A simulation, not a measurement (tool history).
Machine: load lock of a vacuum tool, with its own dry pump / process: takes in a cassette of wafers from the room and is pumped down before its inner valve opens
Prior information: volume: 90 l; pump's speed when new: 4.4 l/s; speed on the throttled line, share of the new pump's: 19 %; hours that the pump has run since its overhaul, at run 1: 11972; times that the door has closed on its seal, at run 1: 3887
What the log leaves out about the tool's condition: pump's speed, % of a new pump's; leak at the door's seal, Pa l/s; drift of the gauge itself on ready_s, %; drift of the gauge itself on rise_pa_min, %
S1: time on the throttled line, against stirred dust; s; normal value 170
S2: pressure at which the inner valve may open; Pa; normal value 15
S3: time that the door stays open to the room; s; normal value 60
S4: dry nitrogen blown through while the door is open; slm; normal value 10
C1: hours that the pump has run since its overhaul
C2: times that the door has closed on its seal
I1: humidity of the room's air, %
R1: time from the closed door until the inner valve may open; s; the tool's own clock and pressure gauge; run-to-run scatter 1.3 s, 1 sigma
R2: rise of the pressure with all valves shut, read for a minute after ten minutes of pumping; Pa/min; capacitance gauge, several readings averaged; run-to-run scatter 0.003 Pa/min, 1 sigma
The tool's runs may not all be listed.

run    hour   S1  S2  S3  S4     C1     C2    I1     R1     R2
  1       0  170  15  60  10  11972   3887    45  335.3  0.037
  2     358  170  15  60  10  12330   4680  47.8  332.4  0.032
  3   679.7  170  15  60  10  12652   5392  43.9    334  0.032
  4  1027.3  170  15  60  10  13000   6162  45.4  333.2  0.039
  5  1205.4  170  15  60  10  13178   6556  48.7  334.9  0.043
  6    1444  131  15  60  10  13416   7084  46.4  304.5  0.042
  7  1628.5  131  15  60  10  13601   7493  44.1  303.9  0.046
  8  1813.1  170  15  60  10  13786   7901  42.8  336.4  0.047
  9  2081.8  170  15  60  10  14054   8497  44.1  337.5  0.045
 10  2416.7  170  15  60  20  14389   9238  45.7  334.5   0.05
 11  2674.2  170  15  60  20  14647   9808  47.6    336  0.054
 12  2828.2  189  15  60  10  14801  10149  45.3  352.7  0.058
 13  3169.5  189  15  60  10  15142  10905  45.9    349  0.062
 14  3339.2  189  15  60  10  15312  11281  45.9    354  0.061
 15  3587.2  176  15  76  34  15560  11830  43.8  341.8  0.056
 16  3734.4  176  15  76  34  15707  12156  45.6  341.7   0.06
 17  3951.3  133  15  83  34  15924  12636  45.6  310.4  0.065
 18  4297.9  211  29  58  25  16270  13403  39.7  357.7  0.072
 19  4621.8  211  29  58  25  16594  14121    45  353.1  0.077
 20  4817.2  208  29  58  25  16790  14553  43.9  353.5  0.077
 21  5062.9  325  15  36  10  17035  15097    45  456.4  0.088

What if the next run were any one of these 3? Each begins from the tool's condition after run 21:
  A  5397.4  170  13   60  10  17370  15838  46.9   ?   ?
  B  5397.4  154  15  106  31  17370  15838  47.4   ?   ?
  C  5397.4  136  15   60  41  17370  15838  46.2   ?   ?

run     R1     R2
  A  345.2    0.1
  B  328.9  0.093
  C  314.7  0.085
Without the tool's unlogged condition, the same runs would have read:
run     R1     R2
  A  319.6   0.02
  B  303.7  0.012
  C  288.5  0.004
